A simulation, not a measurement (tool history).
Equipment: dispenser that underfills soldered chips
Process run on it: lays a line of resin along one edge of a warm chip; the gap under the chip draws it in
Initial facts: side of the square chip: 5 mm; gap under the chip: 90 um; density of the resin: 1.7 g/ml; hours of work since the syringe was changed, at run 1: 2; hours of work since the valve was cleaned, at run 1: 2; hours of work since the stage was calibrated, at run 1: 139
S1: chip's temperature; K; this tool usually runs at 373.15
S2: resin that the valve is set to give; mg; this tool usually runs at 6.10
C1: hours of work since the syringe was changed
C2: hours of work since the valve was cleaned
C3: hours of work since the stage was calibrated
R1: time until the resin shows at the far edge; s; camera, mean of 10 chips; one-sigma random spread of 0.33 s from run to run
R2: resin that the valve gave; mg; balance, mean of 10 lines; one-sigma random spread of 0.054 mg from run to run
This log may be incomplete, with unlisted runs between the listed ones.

run   hour      S1    S2  C1  C2   C3    R1    R2
  1    0.0  373.15  6.10   2   2  139  15.2  5.97
  2    3.5  373.15  6.10   4   4  142  17.3  5.97
  3    8.6  373.15  6.10   8   8  145  21.0  5.99
  4   11.5  362.15  6.10  10  10  147  33.0  5.97
      12.6  -- new syringe of resin
  5   16.5  358.15  6.10   3  13  150  26.7  5.94
  6   21.4  373.15  6.10   6  16  154  17.8  5.93
  7   24.9  373.15  6.10   8  19  156  19.9  6.05
      28.1  -- new syringe of resin
  8   29.6  373.15  6.10   1  22  159  14.1  5.92
  9   34.2  373.15  6.10   4  25  162  16.3  5.89
 10   38.5  373.15  5.88   7  28  165  18.6  5.79
 11   40.9  373.15  6.23   9  29  167  20.0  6.10
      43.5  -- new syringe of resin
 12   46.2  373.15  6.23   2  33  170  14.7  5.96
 13   48.5  373.15  6.23   3  34  172  16.0  5.88
 14   52.9  377.15  6.23   6  37  175  16.0  6.02
 15   56.6  377.15  6.23   9  40  177  18.9  5.97
      58.7  -- new syringe of resin
 16   59.7  373.15  6.10   1  42  179  14.5  5.80
 17   64.2  373.15  6.10   4  45  182  15.8  5.82
 18   68.4  373.15  6.10   7  48  185  18.8  5.72
 19   71.2  373.15  6.10   9  50  187  20.3  5.86
      74.0  -- new syringe of resin
 20   74.7  365.15  6.17   0  52  189  19.0  5.90
 21   80.0  365.15  6.17   4  55  193  22.1  5.81
 22   85.4  370.15  7.24   8  59  196  21.2  6.78
      89.4  -- new syringe of resin
 23   89.5  375.15  5.27   0  62  199  13.4  4.97
 24   93.6  384.15  5.93   3  64  202  10.7  5.51
 25   97.4  383.15  5.64   5  67  204  12.4  5.26
 26  101.4  373.15  6.51   8  70  207  19.8  6.00
 27  104.2  382.15  7.17  10  72  209  15.7  6.68
     105.0  -- new syringe of resin
 28  107.8  380.15  7.17   2  74  211  11.6  6.62
 29  111.7  366.15  6.86   5  77  214  22.4  6.36
 30  114.9  378.15  7.63   7  79  216  15.4  7.02
     117.3  -- dispensing valve cleaned and set on the balance
 31  120.0  378.15  7.63  10   2  219  18.0  7.68
     121.5  -- new syringe of resin
 32  124.1  373.15  7.14   2   4  221  14.4  7.10
 33  127.3  373.15  7.14   4   7  224  15.6  7.11
 34  131.7  385.15  6.01   7  10  227  13.0  5.92
 35  135.4  368.15  7.54   9  12  229  24.7  7.43
     137.1  -- new syringe of resin
 36  140.4  368.15  7.54   2  15  232  17.3  7.34
 37  144.1  368.15  7.54   5  18  235  19.0  7.34

Results for each run, recomputed without the tool's hidden state and with each run's random variation untouched:
What the log doesn't record here: resin's viscosity, % of fresh resin's; dose that the valve gives, % of what is set; true chip temperature over the reading, C; drift of the gauge itself on fill_s, %; drift of the gauge itself on given_mg, %.
run    R1    R2
  1  13.9  6.01
  2  14.2  6.03
  3  14.9  6.06
  4  20.8  6.05
  5  24.4  6.04
  6  13.8  6.06
  7  13.9  6.19
  8  13.8  6.07
  9  13.8  6.06
 10  13.7  5.97
 11  13.5  6.30
 12  13.9  6.19
 13  14.0  6.12
 14  12.2  6.28
 15  13.0  6.24
 16  14.4  6.08
 17  13.5  6.12
 18  14.2  6.03
 19  13.9  6.18
 20  19.2  6.23
 21  18.7  6.17
 22  15.2  7.23
 23  13.6  5.31
 24   9.5  5.91
 25   9.7  5.65
 26  13.9  6.47
 27  10.0  7.21
 28  10.7  7.16
 29  18.4  6.90
 30  11.3  7.64
 31  12.0  7.69
 32  13.7  7.13
 33  13.4  7.15
 34   9.8  5.98
 35  16.5  7.52
 36  16.5  7.45
 37  16.1  7.47

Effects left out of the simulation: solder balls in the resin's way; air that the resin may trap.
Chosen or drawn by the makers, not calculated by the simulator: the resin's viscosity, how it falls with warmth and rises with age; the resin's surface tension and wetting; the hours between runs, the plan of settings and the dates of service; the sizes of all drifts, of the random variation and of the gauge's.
